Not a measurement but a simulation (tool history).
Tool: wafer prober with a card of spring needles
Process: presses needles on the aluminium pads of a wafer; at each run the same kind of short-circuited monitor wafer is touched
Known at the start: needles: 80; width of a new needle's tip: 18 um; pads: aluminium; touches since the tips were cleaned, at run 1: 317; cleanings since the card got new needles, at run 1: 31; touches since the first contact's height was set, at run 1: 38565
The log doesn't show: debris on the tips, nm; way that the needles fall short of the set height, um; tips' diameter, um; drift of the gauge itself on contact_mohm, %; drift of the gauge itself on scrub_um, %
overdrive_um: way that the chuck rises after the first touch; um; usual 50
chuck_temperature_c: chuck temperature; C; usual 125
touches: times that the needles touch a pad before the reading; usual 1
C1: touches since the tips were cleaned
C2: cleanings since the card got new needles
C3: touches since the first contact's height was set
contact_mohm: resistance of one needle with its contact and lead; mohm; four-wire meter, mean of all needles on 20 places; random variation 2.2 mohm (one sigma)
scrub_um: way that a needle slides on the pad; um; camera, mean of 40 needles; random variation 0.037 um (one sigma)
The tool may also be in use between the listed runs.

Run 1, hour 0: usual settings; C1 317; C2 31; C3 38565. Result: contact_mohm 306 mohm, scrub_um 12.92 um.
Run 2, hour 15.3: usual settings; C1 5608; C2 31; C3 43856. Result: contact_mohm 572 mohm, scrub_um 12.89 um.
At hour 16.3: tips cleaned on abrasive film.
At hour 34.5: tips cleaned on abrasive film.
Run 3, hour 38: usual settings; C1 1207; C2 33; C3 51677. Result: contact_mohm 415 mohm, scrub_um 12.8 um.
At hour 51.9: tips cleaned on abrasive film.
Run 4, hour 59.6: usual settings; C1 2654; C2 34; C3 59128. Result: contact_mohm 513 mohm, scrub_um 12.8 um.
At hour 70: tips cleaned on abrasive film.
Run 5, hour 76.5: usual settings; C1 2251; C2 35; C3 64953. Result: contact_mohm 498 mohm, scrub_um 12.75 um.
At hour 88.1: tips cleaned on abrasive film.
Run 6, hour 88.9: usual settings; C1 287; C2 36; C3 69241. Result: contact_mohm 309 mohm, scrub_um 12.69 um.
At hour 90.7: tips cleaned on abrasive film, once more.
Run 7, hour 105.9: usual settings; C1 5281; C2 37; C3 75096. Result: contact_mohm 593 mohm, scrub_um 12.65 um.
At hour 108: tips cleaned on abrasive film.
Run 8, hour 117.1: usual settings; C1 3161; C2 38; C3 78959. Result: contact_mohm 521 mohm, scrub_um 12.59 um.
At hour 126.1: tips cleaned on abrasive film.
Run 9, hour 128.9: usual settings; C1 989; C2 39; C3 83004. Result: contact_mohm 404 mohm, scrub_um 12.59 um.
At hour 143.4: tips cleaned on abrasive film.
At hour 150.5: height of the first contact set anew.
Run 10, hour 152.5: usual settings; C1 3022; C2 40; C3 674. Result: contact_mohm 538 mohm, scrub_um 13.02 um.
At hour 161: tips cleaned on abrasive film.
Run 11, hour 165.5: usual settings but overdrive_um 39 um, chuck_temperature_c 95 C; C1 1557; C2 41; C3 5153. Result: contact_mohm 619 mohm, scrub_um 10.14 um.
At hour 179.4: tips cleaned on abrasive film.
Run 12, hour 181.6: usual settings but overdrive_um 67 um, chuck_temperature_c 98 C, touches 2; C1 747; C2 42; C3 10712. Result: contact_mohm 281 mohm, scrub_um 17.43 um.
Run 13, hour 192.3: usual settings but overdrive_um 66 um, chuck_temperature_c 98 C; C1 4460; C2 42; C3 14425. Result: contact_mohm 437 mohm, scrub_um 17.24 um.
At hour 198: tips cleaned on abrasive film.
Run 14, hour 202.9: usual settings but overdrive_um 66 um, chuck_temperature_c 98 C; C1 1683; C2 43; C3 18058. Result: contact_mohm 376 mohm, scrub_um 17.14 um.
At hour 216.9: tips cleaned on abrasive film.
Run 15, hour 220.7: usual settings but overdrive_um 52 um, touches 2; C1 1311; C2 44; C3 24216. Result: contact_mohm 351 mohm, scrub_um 13.47 um.
At hour 235.4: tips cleaned on abrasive film.
Run 16, hour 237.4: usual settings but overdrive_um 52 um, touches 2; C1 686; C2 45; C3 29967. Result: contact_mohm 313 mohm, scrub_um 13.41 um.
At hour 252.5: tips cleaned on abrasive film.
Run 17, hour 257.7: usual settings but overdrive_um 55 um; C1 1808; C2 46; C3 36978. Result: contact_mohm 431 mohm, scrub_um 14.22 um.

3 ways to go on from here, each from the tool as it stands after run 17. What would each give?
At hour 269.9: tips cleaned on abrasive film.
Run A, hour 271.3: usual settings but overdrive_um 33 um; C1 506; C2 47; C3 41666. Result: contact_mohm ?, scrub_um ?.
At hour 269.9: tips cleaned on abrasive film.
Run B, hour 271.3: usual settings but overdrive_um 46 um, touches 2; C1 506; C2 47; C3 41666. Result: contact_mohm ?, scrub_um ?.
At hour 269.9: tips cleaned on abrasive film.
Run C, hour 271.3: usual settings but overdrive_um 64 um; C1 506; C2 47; C3 41666. Result: contact_mohm ?, scrub_um ?.

run  contact_mohm  scrub_um
  A           466      8.41
  B           314     11.82
  C           295      16.5
Without the tool's hidden state the same runs would have given:
run  contact_mohm  scrub_um
  A           262       8.6
  B           248     12.02
  C           237     16.69
